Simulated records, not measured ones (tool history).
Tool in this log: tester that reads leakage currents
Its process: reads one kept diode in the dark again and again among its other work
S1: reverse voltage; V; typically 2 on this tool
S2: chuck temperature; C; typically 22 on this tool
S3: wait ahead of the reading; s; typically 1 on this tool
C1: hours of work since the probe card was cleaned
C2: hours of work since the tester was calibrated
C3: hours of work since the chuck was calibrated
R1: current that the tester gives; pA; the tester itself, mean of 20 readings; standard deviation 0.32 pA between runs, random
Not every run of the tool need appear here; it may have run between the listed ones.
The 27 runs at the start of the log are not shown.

run    hour     S1  S2    S3    C1    C2   C3      R1
 28   937.7   1.07  22  4.16  1713  1253   28  100.37
 29   965.1  12.86  22     1  1728  1268   43  222.18
 30  1011.3  12.86  22     1  1755  1295   70  222.51
 31    1040  12.86  22     1  1771  1311   86  222.87
 32  1075.3  12.86  22     1  1791  1331  106  222.62
     1081.8  -- chuck's temperature calibrated, once more
 33  1102.7  12.86  22     1  1805  1345   12  190.12
 34  1144.7   2.18  31   1.9  1829  1369   36  239.02
 35  1175.6   1.14  38   1.9  1847  1387   53  354.21
 36    1208   4.53  45  2.41  1865  1405   71  967.05
 37  1229.8      2  31  1.82  1877  1417   84  232.82
 38  1252.4      2  31  1.82  1890  1430   97  232.27
 39  1291.5      2  31   1.9  1912  1452  119   233.1
 40  1331.2      2  31   1.9  1935  1475  141  233.61

3 options for the next run, each taken on its own from the tool as it stands now. Forecast them:
  A  1356.3  1.81  22  1.59  1949  1489  155   ?
  B  1356.3  2.26  26  8.42  1949  1489  155   ?
  C  1356.3     2  27     1  1949  1489  155   ?

run      R1
  A  101.41
  B  156.25
  C  164.33
Had the tool no hidden state, the same runs would have come out as:
run      R1
  A  102.17
  B  157.55
  C  165.81
